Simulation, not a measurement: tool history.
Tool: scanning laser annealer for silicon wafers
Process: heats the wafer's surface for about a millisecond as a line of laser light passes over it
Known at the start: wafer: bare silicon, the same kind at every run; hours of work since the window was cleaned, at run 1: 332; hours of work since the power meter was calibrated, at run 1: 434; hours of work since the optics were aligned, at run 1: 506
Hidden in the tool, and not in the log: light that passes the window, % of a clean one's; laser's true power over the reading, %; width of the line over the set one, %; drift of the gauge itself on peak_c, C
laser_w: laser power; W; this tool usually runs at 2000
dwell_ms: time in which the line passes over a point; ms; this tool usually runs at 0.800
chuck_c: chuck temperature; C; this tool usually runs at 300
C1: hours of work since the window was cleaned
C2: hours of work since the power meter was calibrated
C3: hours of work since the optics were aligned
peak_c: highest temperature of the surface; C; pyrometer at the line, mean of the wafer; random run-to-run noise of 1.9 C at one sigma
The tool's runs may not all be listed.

run 1 day=0.000 | laser_w=2000 dwell_ms=0.800 chuck_c=300 | C1=332 C2=434 C3=506 | peak_c=1132
run 2 day=1.679 | laser_w=2000 dwell_ms=0.800 chuck_c=300 | C1=354 C2=456 C3=528 | peak_c=1130
run 3 day=2.821 | laser_w=2017 dwell_ms=0.800 chuck_c=300 | C1=369 C2=470 C3=543 | peak_c=1141
run 4 day=4.712 | laser_w=2000 dwell_ms=0.567 chuck_c=300 | C1=393 C2=495 C3=567 | peak_c=976
run 5 day=6.604 | laser_w=2000 dwell_ms=0.567 chuck_c=300 | C1=418 C2=519 C3=592 | peak_c=977
run 6 day=8.425 | laser_w=2000 dwell_ms=0.567 chuck_c=300 | C1=442 C2=543 C3=615 | peak_c=977
run 7 day=9.788 | laser_w=2000 dwell_ms=0.800 chuck_c=300 | C1=459 C2=561 C3=633 | peak_c=1129
run 8 day=11.012 | laser_w=2000 dwell_ms=0.800 chuck_c=265 | C1=475 C2=577 C3=649 | peak_c=1094
run 9 day=12.704 | laser_w=1917 dwell_ms=0.800 chuck_c=265 | C1=497 C2=598 C3=671 | peak_c=1061
run 10 day=14.596 | laser_w=2000 dwell_ms=0.800 chuck_c=300 | C1=522 C2=623 C3=695 | peak_c=1130
run 11 day=16.421 | laser_w=2000 dwell_ms=0.800 chuck_c=300 | C1=545 C2=647 C3=719 | peak_c=1130
run 12 day=18.104 | laser_w=2000 dwell_ms=0.800 chuck_c=300 | C1=567 C2=669 C3=741 | peak_c=1130
run 13 day=19.296 | laser_w=2000 dwell_ms=0.800 chuck_c=300 | C1=583 C2=684 C3=756 | peak_c=1129
run 14 day=20.571 | laser_w=2052 dwell_ms=0.697 chuck_c=333 | C1=599 C2=701 C3=773 | peak_c=1120
run 15 day=21.358 | laser_w=1884 dwell_ms=0.702 chuck_c=332 | C1=609 C2=711 C3=783 | peak_c=1050
run 16 day=22.262 | laser_w=1884 dwell_ms=0.702 chuck_c=332 | C1=621 C2=722 C3=795 | peak_c=1048
-- day=23.596 optics aligned, line set to its width
run 17 day=24.238 | laser_w=2093 dwell_ms=0.605 chuck_c=325 | C1=644 C2=745 C3=8 | peak_c=1072
-- day=25.033 window over the wafer cleaned
run 18 day=25.738 | laser_w=1949 dwell_ms=0.822 chuck_c=263 | C1=9 C2=764 C3=27 | peak_c=1083
run 19 day=26.967 | laser_w=1927 dwell_ms=0.972 chuck_c=300 | C1=25 C2=780 C3=43 | peak_c=1192
run 20 day=28.046 | laser_w=1927 dwell_ms=0.972 chuck_c=300 | C1=39 C2=794 C3=57 | peak_c=1193
run 21 day=29.417 | laser_w=1906 dwell_ms=0.581 chuck_c=301 | C1=57 C2=811 C3=74 | peak_c=952
run 22 day=30.512 | laser_w=2000 dwell_ms=0.800 chuck_c=262 | C1=71 C2=826 C3=89 | peak_c=1088
run 23 day=31.329 | laser_w=2000 dwell_ms=0.960 chuck_c=321 | C1=82 C2=836 C3=99 | peak_c=1248
run 24 day=32.962 | laser_w=2000 dwell_ms=0.960 chuck_c=321 | C1=103 C2=857 C3=120 | peak_c=1245
run 25 day=34.688 | laser_w=2088 dwell_ms=0.627 chuck_c=269 | C1=125 C2=880 C3=143 | peak_c=1024
run 26 day=36.067 | laser_w=1723 dwell_ms=0.906 chuck_c=300 | C1=143 C2=898 C3=161 | peak_c=1058

4 ways to go on from here, each from the tool as it stands after run 26. What would each give?
run A day=37.579 | laser_w=2012 dwell_ms=0.965 chuck_c=281 | C1=163 C2=917 C3=180 | peak_c=?
run B day=37.579 | laser_w=2093 dwell_ms=0.663 chuck_c=271 | C1=163 C2=917 C3=180 | peak_c=?
run C day=37.579 | laser_w=1875 dwell_ms=0.675 chuck_c=300 | C1=163 C2=917 C3=180 | peak_c=?
run D day=37.579 | laser_w=2000 dwell_ms=0.684 chuck_c=287 | C1=163 C2=917 C3=180 | peak_c=?

run=A peak_c=1214
run=B peak_c=1052
run=C peak_c=1001
run=D peak_c=1044
Take away the tool's hidden state, keep each run's random variation, and the runs would have read:
run=A peak_c=1215
run=B peak_c=1053
run=C peak_c=1002
run=D peak_c=1045

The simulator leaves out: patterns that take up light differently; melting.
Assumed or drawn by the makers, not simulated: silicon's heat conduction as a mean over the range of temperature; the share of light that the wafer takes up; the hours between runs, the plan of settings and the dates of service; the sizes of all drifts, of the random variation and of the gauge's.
